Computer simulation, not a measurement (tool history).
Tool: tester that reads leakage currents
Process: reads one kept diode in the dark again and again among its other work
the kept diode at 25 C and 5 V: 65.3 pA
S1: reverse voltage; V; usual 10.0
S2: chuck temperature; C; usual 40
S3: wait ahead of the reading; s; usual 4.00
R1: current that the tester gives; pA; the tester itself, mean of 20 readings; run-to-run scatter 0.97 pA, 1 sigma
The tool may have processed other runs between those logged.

| run | hour | S1 | S2 | S3 | R1 |
|---|---|---|---|---|---|
| 1 | 0.0 | 10.0 | 40 | 4.00 | 321.24 |
| 2 | 206.7 | 10.0 | 40 | 4.00 | 323.55 |
| 3 | 372.6 | 10.0 | 40 | 4.00 | 324.44 |
| 4 | 573.4 | 10.0 | 40 | 4.00 | 328.49 |
| 5 | 757.6 | 10.0 | 40 | 4.00 | 329.51 |
| 6 | 943.8 | 10.0 | 40 | 4.00 | 332.48 |
| 7 | 1079.4 | 10.0 | 40 | 4.00 | 333.23 |
| 8 | 1204.0 | 10.0 | 40 | 4.00 | 336.80 |
| 9 | 1383.5 | 10.0 | 40 | 4.00 | 336.49 |
| 10 | 1543.3 | 10.0 | 32 | 0.35 | 193.35 |
| 11 | 1716.7 | 10.0 | 56 | 8.57 | 1075.53 |
| 12 | 1861.6 | 5.8 | 21 | 3.25 | 61.50 |
| 13 | 2005.1 | 10.0 | 24 | 3.00 | 107.81 |
| 14 | 2141.2 | 9.7 | 29 | 0.80 | 154.81 |
|  | 2221.9 | tester calibrated |
| 15 | 2312.8 | 9.7 | 29 | 2.15 | 158.26 |
| 16 | 2477.2 | 6.7 | 40 | 0.60 | 287.55 |
| 17 | 2614.5 | 9.3 | 38 | 4.00 | 298.99 |

Below are 3 alternative next runs, each starting from the tool's condition after run 17. Predict each:
| A | 2704.3 | 3.3 | 21 | 1.83 | ? |
| B | 2704.3 | 10.0 | 31 | 4.00 | ? |
| C | 2704.3 | 1.0 | 28 | 0.52 | ? |

| run | R1 |
|---|---|
| A | 47.20 |
| B | 188.84 |
| C | 40.14 |
Take away the tool's hidden state, keep each run's random variation, and the runs would have read:
| run | R1 |
|---|---|
| A | 37.35 |
| B | 157.32 |
| C | 36.02 |
